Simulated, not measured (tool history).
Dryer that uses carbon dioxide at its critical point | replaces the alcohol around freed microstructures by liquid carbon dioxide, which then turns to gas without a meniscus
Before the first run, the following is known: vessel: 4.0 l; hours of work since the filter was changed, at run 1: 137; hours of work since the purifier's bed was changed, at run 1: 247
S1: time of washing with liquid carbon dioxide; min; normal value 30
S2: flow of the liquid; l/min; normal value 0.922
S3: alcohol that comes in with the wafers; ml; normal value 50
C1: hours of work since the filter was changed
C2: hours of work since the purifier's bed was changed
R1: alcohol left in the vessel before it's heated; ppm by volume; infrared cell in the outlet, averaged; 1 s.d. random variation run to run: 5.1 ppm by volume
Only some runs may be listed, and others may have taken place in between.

run 1 hour=0 | S1=30 S2=0.922 S3=50 | C1=137 C2=247 | R1=103
run 2 hour=37.9 | S1=30 S2=0.922 S3=50 | C1=160 C2=270 | R1=109
run 3 hour=90.1 | S1=30 S2=0.922 S3=50 | C1=191 C2=302 | R1=102
run 4 hour=112.6 | S1=30 S2=0.922 S3=50 | C1=205 C2=315 | R1=106
run 5 hour=151.8 | S1=30 S2=1.209 S3=50 | C1=229 C2=339 | R1=60
run 6 hour=203.3 | S1=30 S2=1.209 S3=50 | C1=260 C2=370 | R1=67
run 7 hour=239.4 | S1=23 S2=1.209 S3=50 | C1=282 C2=392 | R1=133
run 8 hour=271.4 | S1=41 S2=1.138 S3=20 | C1=301 C2=411 | R1=48
run 9 hour=293.2 | S1=31 S2=0.71 S3=50 | C1=314 C2=424 | R1=283
-- hour=320.1 inlet filter changed
run 10 hour=342.9 | S1=40 S2=0.922 S3=47 | C1=14 C2=454 | R1=65
run 11 hour=364.8 | S1=40 S2=0.784 S3=53 | C1=27 C2=467 | R1=86
run 12 hour=399.1 | S1=27 S2=0.922 S3=50 | C1=48 C2=488 | R1=166
run 13 hour=447.4 | S1=40 S2=0.922 S3=50 | C1=77 C2=517 | R1=85
run 14 hour=469.1 | S1=40 S2=0.793 S3=32 | C1=90 C2=530 | R1=90

Predict each of these 3 candidate next runs independently; none follows another, all start after run 14:
run A hour=497.1 | S1=44 S2=0.793 S3=32 | C1=107 C2=547 | R1=?
run B hour=497.1 | S1=28 S2=0.947 S3=30 | C1=107 C2=547 | R1=?
run C hour=497.1 | S1=32 S2=0.999 S3=55 | C1=107 C2=547 | R1=?

run=A R1=79
run=B R1=120
run=C R1=100
Had the tool no hidden state, the same runs would have come out as:
run=A R1=13
run=B R1=49
run=C R1=32

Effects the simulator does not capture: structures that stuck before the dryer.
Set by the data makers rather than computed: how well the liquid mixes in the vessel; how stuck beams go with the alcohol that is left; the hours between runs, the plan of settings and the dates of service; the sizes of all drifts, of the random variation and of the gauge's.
